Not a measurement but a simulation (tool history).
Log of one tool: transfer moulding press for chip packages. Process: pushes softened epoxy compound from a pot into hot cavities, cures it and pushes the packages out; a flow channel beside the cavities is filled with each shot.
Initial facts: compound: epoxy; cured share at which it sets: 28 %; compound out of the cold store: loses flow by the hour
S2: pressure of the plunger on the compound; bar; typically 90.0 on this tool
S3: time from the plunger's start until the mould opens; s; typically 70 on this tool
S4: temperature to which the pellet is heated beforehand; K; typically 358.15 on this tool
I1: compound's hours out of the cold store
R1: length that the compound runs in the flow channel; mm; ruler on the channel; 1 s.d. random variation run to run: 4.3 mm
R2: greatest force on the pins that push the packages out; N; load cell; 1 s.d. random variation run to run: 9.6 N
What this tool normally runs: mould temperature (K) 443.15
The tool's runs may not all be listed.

run 1 day=0.000 | mould_temperature_(K)=443.15 S2=90.0 S3=70 S4=358.15 | I1=16.9 | R1=522 R2=475
-- day=0.442 plunger's sealing rings changed
run 2 day=0.538 | mould_temperature_(K)=443.15 S2=90.0 S3=70 S4=358.15 | I1=28.2 | R1=526 R2=495
run 3 day=1.329 | mould_temperature_(K)=443.15 S2=91.4 S3=70 S4=358.15 | I1=33.6 | R1=519 R2=580
run 4 day=1.871 | mould_temperature_(K)=443.15 S2=91.4 S3=70 S4=358.15 | I1=17.7 | R1=561 R2=628
-- day=2.275 cavities cleaned with cleaning compound and waxed
run 5 day=2.571 | mould_temperature_(K)=443.15 S2=90.0 S3=70 S4=363.15 | I1=15.6 | R1=563 R2=761
run 6 day=3.246 | mould_temperature_(K)=443.15 S2=90.0 S3=70 S4=358.15 | I1=10.9 | R1=577 R2=781
run 7 day=4.188 | mould_temperature_(K)=443.15 S2=90.0 S3=70 S4=358.15 | I1=15.4 | R1=549 R2=787
-- day=4.650 cavities cleaned with cleaning compound and waxed
run 8 day=4.783 | mould_temperature_(K)=443.15 S2=90.0 S3=70 S4=358.15 | I1=30.8 | R1=503 R2=454
run 9 day=5.483 | mould_temperature_(K)=443.15 S2=90.0 S3=64 S4=358.15 | I1=39.0 | R1=484 R2=656
-- day=5.683 mould's thermocouples calibrated
run 10 day=6.546 | mould_temperature_(K)=443.15 S2=90.0 S3=70 S4=358.15 | I1=11.9 | R1=560 R2=680
-- day=7.117 cavities cleaned with cleaning compound and waxed
run 11 day=7.646 | mould_temperature_(K)=443.15 S2=90.0 S3=70 S4=358.15 | I1=44.5 | R1=461 R2=503
-- day=7.979 cavities cleaned with cleaning compound and waxed, once more
run 12 day=8.646 | mould_temperature_(K)=443.15 S2=90.0 S3=70 S4=358.15 | I1=19.5 | R1=523 R2=588
run 13 day=9.188 | mould_temperature_(K)=443.15 S2=90.0 S3=70 S4=358.15 | I1=20.8 | R1=527 R2=604
run 14 day=9.762 | mould_temperature_(K)=443.15 S2=98.4 S3=70 S4=358.15 | I1=45.4 | R1=476 R2=620
-- day=10.362 cavities cleaned with cleaning compound and waxed
run 15 day=10.362 | mould_temperature_(K)=443.15 S2=95.2 S3=51 S4=358.15 | I1=9.7 | R1=568 R2=1124
run 16 day=11.346 | mould_temperature_(K)=443.15 S2=95.2 S3=51 S4=358.15 | I1=13.8 | R1=552 R2=1432
run 17 day=12.292 | mould_temperature_(K)=439.15 S2=105.1 S3=51 S4=351.15 | I1=46.3 | R1=490 R2=1809
-- day=12.767 cavities cleaned with cleaning compound and waxed
run 18 day=13.183 | mould_temperature_(K)=436.15 S2=105.1 S3=51 S4=368.15 | I1=32.7 | R1=527 R2=1404
run 19 day=13.775 | mould_temperature_(K)=446.15 S2=79.9 S3=70 S4=358.15 | I1=39.0 | R1=428 R2=448
-- day=14.279 plunger's sealing rings changed
run 20 day=14.533 | mould_temperature_(K)=436.15 S2=107.7 S3=86 S4=355.15 | I1=28.5 | R1=597 R2=637
-- day=15.258 cavities cleaned with cleaning compound and waxed
run 21 day=15.458 | mould_temperature_(K)=436.15 S2=107.7 S3=86 S4=355.15 | I1=31.4 | R1=575 R2=476
run 22 day=15.921 | mould_temperature_(K)=443.15 S2=107.7 S3=102 S4=363.15 | I1=14.7 | R1=613 R2=335
run 23 day=16.512 | mould_temperature_(K)=443.15 S2=107.7 S3=102 S4=363.15 | I1=39.1 | R1=544 R2=371
run 24 day=17.304 | mould_temperature_(K)=437.15 S2=90.0 S3=70 S4=358.15 | I1=30.0 | R1=530 R2=1065
-- day=17.692 cavities cleaned with cleaning compound and waxed
run 25 day=18.271 | mould_temperature_(K)=439.15 S2=90.0 S3=70 S4=351.15 | I1=38.7 | R1=499 R2=703
run 26 day=19.075 | mould_temperature_(K)=446.15 S2=88.0 S3=62 S4=360.15 | I1=15.1 | R1=532 R2=718
-- day=20.129 cavities cleaned with cleaning compound and waxed
run 27 day=20.200 | mould_temperature_(K)=446.15 S2=88.0 S3=62 S4=360.15 | I1=26.1 | R1=500 R2=491
run 28 day=20.838 | mould_temperature_(K)=446.15 S2=88.0 S3=62 S4=360.15 | I1=17.4 | R1=517 R2=623

Alternative continuations, all from the tool just after run 28; predict every row:
run A day=21.612 | mould_temperature_(K)=437.15 S2=90.0 S3=53 S4=353.15 | I1=23.4 | R1=? R2=?
run B day=21.612 | mould_temperature_(K)=446.15 S2=88.0 S3=91 S4=361.15 | I1=45.9 | R1=? R2=?
run C day=21.612 | mould_temperature_(K)=445.15 S2=88.0 S3=62 S4=354.15 | I1=35.5 | R1=? R2=?
run D day=21.612 | mould_temperature_(K)=443.15 S2=90.0 S3=60 S4=358.15 | I1=33.3 | R1=? R2=?

run=A R1=534 R2=1854
run=B R1=452 R2=396
run=C R1=480 R2=736
run=D R1=497 R2=919
Had the tool no hidden state, the same runs would have come out as:
run=A R1=558 R2=1305
run=B R1=472 R2=277
run=C R1=501 R2=522
run=D R1=519 R2=652
